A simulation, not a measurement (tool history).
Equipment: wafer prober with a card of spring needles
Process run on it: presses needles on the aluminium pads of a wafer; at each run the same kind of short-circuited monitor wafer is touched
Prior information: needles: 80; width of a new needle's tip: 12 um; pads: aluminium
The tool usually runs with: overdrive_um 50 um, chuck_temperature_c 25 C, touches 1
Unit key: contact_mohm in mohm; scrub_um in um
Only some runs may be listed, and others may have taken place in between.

{"run": 1, "hour": 0.0, "overdrive_um": 50, "chuck_temperature_c": 25, "touches": 1, "contact_mohm": 148, "scrub_um": 13.24}
{"run": 2, "hour": 5.7, "overdrive_um": 50, "chuck_temperature_c": 25, "touches": 1, "contact_mohm": 175, "scrub_um": 13.15}
{"run": 3, "hour": 12.9, "overdrive_um": 50, "chuck_temperature_c": 51, "touches": 1, "contact_mohm": 161, "scrub_um": 13.22}
{"run": 4, "hour": 17.8, "overdrive_um": 50, "chuck_temperature_c": 51, "touches": 1, "contact_mohm": 173, "scrub_um": 13.13}
{"run": 5, "hour": 29.0, "overdrive_um": 50, "chuck_temperature_c": 51, "touches": 3, "contact_mohm": 149, "scrub_um": 13.32}
{"run": 6, "hour": 39.2, "overdrive_um": 50, "chuck_temperature_c": 51, "touches": 3, "contact_mohm": 162, "scrub_um": 12.84}
{"run": 7, "hour": 45.8, "overdrive_um": 50, "chuck_temperature_c": 51, "touches": 3, "contact_mohm": 156, "scrub_um": 12.88}
{"run": 8, "hour": 54.7, "overdrive_um": 48, "chuck_temperature_c": 25, "touches": 1, "contact_mohm": 179, "scrub_um": 12.22}
{"run": 9, "hour": 61.2, "overdrive_um": 49, "chuck_temperature_c": 25, "touches": 1, "contact_mohm": 159, "scrub_um": 12.48}
{"run": 10, "hour": 65.8, "overdrive_um": 50, "chuck_temperature_c": 25, "touches": 1, "contact_mohm": 159, "scrub_um": 13.1}
{"run": 11, "hour": 72.8, "overdrive_um": 50, "chuck_temperature_c": 25, "touches": 1, "contact_mohm": 140, "scrub_um": 12.73}
{"run": 12, "hour": 80.3, "overdrive_um": 50, "chuck_temperature_c": 25, "touches": 1, "contact_mohm": 188, "scrub_um": 12.63}
{"run": 13, "hour": 87.3, "overdrive_um": 60, "chuck_temperature_c": 25, "touches": 1, "contact_mohm": 156, "scrub_um": 15.21}
{"run": 14, "hour": 92.6, "overdrive_um": 60, "chuck_temperature_c": 25, "touches": 1, "contact_mohm": 163, "scrub_um": 15.52}
{"run": 15, "hour": 101.5, "overdrive_um": 50, "chuck_temperature_c": 64, "touches": 1, "contact_mohm": 200, "scrub_um": 12.53}
{"run": 16, "hour": 111.3, "overdrive_um": 65, "chuck_temperature_c": 32, "touches": 2, "contact_mohm": 142, "scrub_um": 16.28}
{"run": 17, "hour": 116.4, "overdrive_um": 30, "chuck_temperature_c": 54, "touches": 2, "contact_mohm": 227, "scrub_um": 7.11}
{"run": 18, "hour": 127.1, "overdrive_um": 50, "chuck_temperature_c": 28, "touches": 1, "contact_mohm": 147, "scrub_um": 12.49}
{"run": 19, "hour": 133.9, "overdrive_um": 44, "chuck_temperature_c": 35, "touches": 2, "contact_mohm": 184, "scrub_um": 10.7}
{"run": 20, "hour": 143.0, "overdrive_um": 44, "chuck_temperature_c": 35, "touches": 2, "contact_mohm": 148, "scrub_um": 10.79}
{"run": 21, "hour": 149.8, "overdrive_um": 44, "chuck_temperature_c": 35, "touches": 2, "contact_mohm": 188, "scrub_um": 10.55}
{"run": 22, "hour": 160.6, "overdrive_um": 38, "chuck_temperature_c": 92, "touches": 1, "contact_mohm": 195, "scrub_um": 8.81}
{"run": 23, "hour": 171.7, "overdrive_um": 38, "chuck_temperature_c": 92, "touches": 1, "contact_mohm": 267, "scrub_um": 8.98}
{"run": 24, "hour": 180.0, "overdrive_um": 38, "chuck_temperature_c": 92, "touches": 1, "contact_mohm": 176, "scrub_um": 8.74}
{"run": 25, "hour": 186.4, "overdrive_um": 63, "chuck_temperature_c": 44, "touches": 2, "contact_mohm": 157, "scrub_um": 15.68}
{"run": 26, "hour": 192.4, "overdrive_um": 50, "chuck_temperature_c": 31, "touches": 1, "contact_mohm": 159, "scrub_um": 11.87}
{"run": 27, "hour": 199.0, "overdrive_um": 53, "chuck_temperature_c": 88, "touches": 1, "contact_mohm": 199, "scrub_um": 12.68}
{"run": 28, "hour": 209.6, "overdrive_um": 52, "chuck_temperature_c": 48, "touches": 2, "contact_mohm": 166, "scrub_um": 12.48}
{"run": 29, "hour": 219.1, "overdrive_um": 49, "chuck_temperature_c": 28, "touches": 2, "contact_mohm": 179, "scrub_um": 11.65}
{"run": 30, "hour": 225.2, "overdrive_um": 50, "chuck_temperature_c": 25, "touches": 1, "contact_mohm": 159, "scrub_um": 11.64}

Not shown here: 55 entries made in the log between runs. Locate each between two listed runs and compare the hidden state at the listed run before it with the hidden state at the listed run after it:
In the gap between runs 1 and 2: tips cleaned on abrasive film (hour 3.5)
  debris on the tips, nm: 15.5 -> 39.6; way that the needles fall short of the set height, um: 0.22 -> 0.33; tips' diameter, um: 14.87 -> 14.91
  what was measured, less what the result would be without the hidden state, contact_mohm: +20 -> +43 mohm; scrub_um: -0.06 -> -0.09 um
In the gap between runs 2 and 3: tips cleaned on abrasive film (hour 7.6); tips cleaned on abrasive film (hour 11.9)
  debris on the tips, nm: 39.6 -> 21.8; way that the needles fall short of the set height, um: 0.33 -> 0.54; tips' diameter, um: 14.91 -> 14.98
  what was measured, less what the result would be without the hidden state, contact_mohm: +43 -> +26 mohm; scrub_um: -0.09 -> -0.15 um
In the gap between runs 3 and 4: tips cleaned on abrasive film (hour 15.8)
  debris on the tips, nm: 21.8 -> 34.6; way that the needles fall short of the set height, um: 0.54 -> 0.64; tips' diameter, um: 14.98 -> 15.02
  what was measured, less what the result would be without the hidden state, contact_mohm: +26 -> +37 mohm; scrub_um: -0.15 -> -0.17 um
In the gap between runs 4 and 5: tips cleaned on abrasive film (hour 19.9); tips cleaned on abrasive film (hour 23.8); tips cleaned on abrasive film (hour 27.6)
  debris on the tips, nm: 34.6 -> 23.8; way that the needles fall short of the set height, um: 0.64 -> 0.94; tips' diameter, um: 15.02 -> 15.12
  what was measured, less what the result would be without the hidden state, contact_mohm: +37 -> +14 mohm; scrub_um: -0.17 -> -0.25 um
In the gap between runs 5 and 6: tips cleaned on abrasive film (hour 31.7); tips cleaned on abrasive film (hour 35.8)
  debris on the tips, nm: 23.8 -> 50; way that the needles fall short of the set height, um: 0.94 -> 1.15; tips' diameter, um: 15.12 -> 15.2
  what was measured, less what the result would be without the hidden state, contact_mohm: +14 -> +24 mohm; scrub_um: -0.25 -> -0.3 um
In the gap between runs 6 and 7: tips cleaned on abrasive film (hour 40.1); tips cleaned on abrasive film (hour 43.8)
  debris on the tips, nm: 50 -> 36; way that the needles fall short of the set height, um: 1.15 -> 1.32; tips' diameter, um: 15.2 -> 15.26
  what was measured, less what the result would be without the hidden state, contact_mohm: +24 -> +19 mohm; scrub_um: -0.3 -> -0.35 um
In the gap between runs 7 and 8: tips cleaned on abrasive film (hour 47.7); tips cleaned on abrasive film (hour 52.2)
  debris on the tips, nm: 36 -> 35.9; way that the needles fall short of the set height, um: 1.32 -> 1.55; tips' diameter, um: 15.26 -> 15.34
  what was measured, less what the result would be without the hidden state, contact_mohm: +19 -> +48 mohm; scrub_um: -0.35 -> -0.42 um
In the gap between runs 8 and 9: tips cleaned on abrasive film (hour 56.5); tips cleaned on abrasive film (hour 60.5)
  debris on the tips, nm: 35.9 -> 19.3; way that the needles fall short of the set height, um: 1.55 -> 1.75; tips' diameter, um: 15.34 -> 15.41
  what was measured, less what the result would be without the hidden state, contact_mohm: +48 -> +28 mohm; scrub_um: -0.42 -> -0.46 um
In the gap between runs 9 and 10: tips cleaned on abrasive film (hour 65)
  debris on the tips, nm: 19.3 -> 18.8; way that the needles fall short of the set height, um: 1.75 -> 1.84; tips' diameter, um: 15.41 -> 15.44
  what was measured, less what the result would be without the hidden state, contact_mohm: +28 -> +27 mohm; scrub_um: -0.46 -> -0.49 um
In the gap between runs 10 and 11: tips cleaned on abrasive film (hour 69); tips cleaned on abrasive film (hour 72.8)
  debris on the tips, nm: 18.8 -> 2.2; way that the needles fall short of the set height, um: 1.84 -> 2.05; tips' diameter, um: 15.44 -> 15.51
  what was measured, less what the result would be without the hidden state, contact_mohm: +27 -> +9 mohm; scrub_um: -0.49 -> -0.55 um
In the gap between runs 11 and 12: tips cleaned on abrasive film (hour 77.2)
  debris on the tips, nm: 2.2 -> 46.6; way that the needles fall short of the set height, um: 2.05 -> 2.15; tips' diameter, um: 15.51 -> 15.55
  what was measured, less what the result would be without the hidden state, contact_mohm: +9 -> +58 mohm; scrub_um: -0.55 -> -0.57 um
In the gap between runs 12 and 13: tips cleaned on abrasive film (hour 81.5); tips cleaned on abrasive film (hour 85.9)
  debris on the tips, nm: 46.6 -> 28.6; way that the needles fall short of the set height, um: 2.15 -> 2.37; tips' diameter, um: 15.55 -> 15.62
  what was measured, less what the result would be without the hidden state, contact_mohm: +58 -> +29 mohm; scrub_um: -0.57 -> -0.63 um
In the gap between runs 13 and 14: tips cleaned on abrasive film (hour 89.8)
  debris on the tips, nm: 28.6 -> 41.7; way that the needles fall short of the set height, um: 2.37 -> 2.46; tips' diameter, um: 15.62 -> 15.66
  what was measured, less what the result would be without the hidden state, contact_mohm: +29 -> +38 mohm; scrub_um: -0.63 -> -0.66 um
In the gap between runs 14 and 15: tips cleaned on abrasive film (hour 94.1); tips cleaned on abrasive film (hour 98.1)
  debris on the tips, nm: 41.7 -> 49.5; way that the needles fall short of the set height, um: 2.46 -> 2.67; tips' diameter, um: 15.66 -> 15.73
  what was measured, less what the result would be without the hidden state, contact_mohm: +38 -> +61 mohm; scrub_um: -0.66 -> -0.72 um
In the gap between runs 15 and 16: tips cleaned on abrasive film (hour 102.5); tips cleaned on abrasive film (hour 106.4); tips cleaned on abrasive film (hour 110.4)
  debris on the tips, nm: 49.5 -> 19.8; way that the needles fall short of the set height, um: 2.67 -> 2.95; tips' diameter, um: 15.73 -> 15.83
  what was measured, less what the result would be without the hidden state, contact_mohm: +61 -> +14 mohm; scrub_um: -0.72 -> -0.77 um
In the gap between runs 16 and 17: tips cleaned on abrasive film (hour 114.9)
  debris on the tips, nm: 19.8 -> 30.1; way that the needles fall short of the set height, um: 2.95 -> 3.04; tips' diameter, um: 15.83 -> 15.86
  what was measured, less what the result would be without the hidden state, contact_mohm: +14 -> +75 mohm; scrub_um: -0.77 -> -0.8 um
In the gap between runs 17 and 18: tips cleaned on abrasive film (hour 119); tips cleaned on abrasive film (hour 123); tips cleaned on abrasive film (hour 127)
  debris on the tips, nm: 30.1 -> 4.2; way that the needles fall short of the set height, um: 3.04 -> 3.42; tips' diameter, um: 15.86 -> 15.99
  what was measured, less what the result would be without the hidden state, contact_mohm: +75 -> +14 mohm; scrub_um: -0.8 -> -0.91 um
In the gap between runs 18 and 19: tips cleaned on abrasive film (hour 131.1)
  debris on the tips, nm: 4.2 -> 40.3; way that the needles fall short of the set height, um: 3.42 -> 3.53; tips' diameter, um: 15.99 -> 16.03
  what was measured, less what the result would be without the hidden state, contact_mohm: +14 -> +48 mohm; scrub_um: -0.91 -> -0.94 um
In the gap between runs 19 and 20: tips cleaned on abrasive film (hour 134.9); tips cleaned on abrasive film (hour 139.1); tips cleaned on abrasive film (hour 143)
  debris on the tips, nm: 40.3 -> 3.1; way that the needles fall short of the set height, um: 3.53 -> 3.85; tips' diameter, um: 16.03 -> 16.14
  what was measured, less what the result would be without the hidden state, contact_mohm: +48 -> +14 mohm; scrub_um: -0.94 -> -1.03 um
In the gap between runs 20 and 21: tips cleaned on abrasive film (hour 147.2)
  debris on the tips, nm: 3.1 -> 40.2; way that the needles fall short of the set height, um: 3.85 -> 3.97; tips' diameter, um: 16.14 -> 16.18
  what was measured, less what the result would be without the hidden state, contact_mohm: +14 -> +50 mohm; scrub_um: -1.03 -> -1.04 um
In the gap between runs 21 and 22: tips cleaned on abrasive film (hour 151.4); tips cleaned on abrasive film (hour 155.8); tips cleaned on abrasive film (hour 160.1)
  debris on the tips, nm: 40.2 -> 13.3; way that the needles fall short of the set height, um: 3.97 -> 4.24; tips' diameter, um: 16.18 -> 16.28
  what was measured, less what the result would be without the hidden state, contact_mohm: +50 -> +45 mohm; scrub_um: -1.04 -> -1.1 um
In the gap between runs 22 and 23: tips cleaned on abrasive film (hour 164.2); tips cleaned on abrasive film (hour 168.3)
  debris on the tips, nm: 13.3 -> 48.1; way that the needles fall short of the set height, um: 4.24 -> 4.47; tips' diameter, um: 16.28 -> 16.36
  what was measured, less what the result would be without the hidden state, contact_mohm: +45 -> +117 mohm; scrub_um: -1.1 -> -1.19 um
In the gap between runs 23 and 24: tips cleaned on abrasive film (hour 172.3); tips cleaned on abrasive film (hour 176.2); tips cleaned on abrasive film (hour 180)
  debris on the tips, nm: 48.1 -> 2.6; way that the needles fall short of the set height, um: 4.47 -> 4.74; tips' diameter, um: 16.36 -> 16.45
  what was measured, less what the result would be without the hidden state, contact_mohm: +117 -> +25 mohm; scrub_um: -1.19 -> -1.26 um
In the gap between runs 24 and 25: tips cleaned on abrasive film (hour 184)
  debris on the tips, nm: 2.6 -> 42.3; way that the needles fall short of the set height, um: 4.74 -> 4.84; tips' diameter, um: 16.45 -> 16.49
  what was measured, less what the result would be without the hidden state, contact_mohm: +25 -> +29 mohm; scrub_um: -1.26 -> -1.3 um
In the gap between runs 25 and 26: tips cleaned on abrasive film (hour 187.8); tips cleaned on abrasive film (hour 192.1)
  debris on the tips, nm: 42.3 -> 10.2; way that the needles fall short of the set height, um: 4.84 -> 5.06; tips' diameter, um: 16.49 -> 16.57
  what was measured, less what the result would be without the hidden state, contact_mohm: +29 -> +25 mohm; scrub_um: -1.3 -> -1.34 um
In the gap between runs 26 and 27: tips cleaned on abrasive film (hour 195.9)
  debris on the tips, nm: 10.2 -> 41.3; way that the needles fall short of the set height, um: 5.06 -> 5.16; tips' diameter, um: 16.57 -> 16.6
  what was measured, less what the result would be without the hidden state, contact_mohm: +25 -> +57 mohm; scrub_um: -1.34 -> -1.36 um
In the gap between runs 27 and 28: tips cleaned on abrasive film (hour 199.9); tips cleaned on abrasive film (hour 204.3); tips cleaned on abrasive film (hour 208.4)
  debris on the tips, nm: 41.3 -> 23.9; way that the needles fall short of the set height, um: 5.16 -> 5.4; tips' diameter, um: 16.6 -> 16.68
  what was measured, less what the result would be without the hidden state, contact_mohm: +57 -> +30 mohm; scrub_um: -1.36 -> -1.44 um
In the gap between runs 28 and 29: tips cleaned on abrasive film (hour 212.5); tips cleaned on abrasive film (hour 216.5)
  debris on the tips, nm: 23.9 -> 38.7; way that the needles fall short of the set height, um: 5.4 -> 5.63; tips' diameter, um: 16.68 -> 16.77
  what was measured, less what the result would be without the hidden state, contact_mohm: +30 -> +47 mohm; scrub_um: -1.44 -> -1.5 um
In the gap between runs 29 and 30: tips cleaned on abrasive film (hour 220.9); tips cleaned on abrasive film (hour 224.9)
  debris on the tips, nm: 38.7 -> 9; way that the needles fall short of the set height, um: 5.63 -> 5.86; tips' diameter, um: 16.77 -> 16.84
  what was measured, less what the result would be without the hidden state, contact_mohm: +47 -> +25 mohm; scrub_um: -1.5 -> -1.56 um
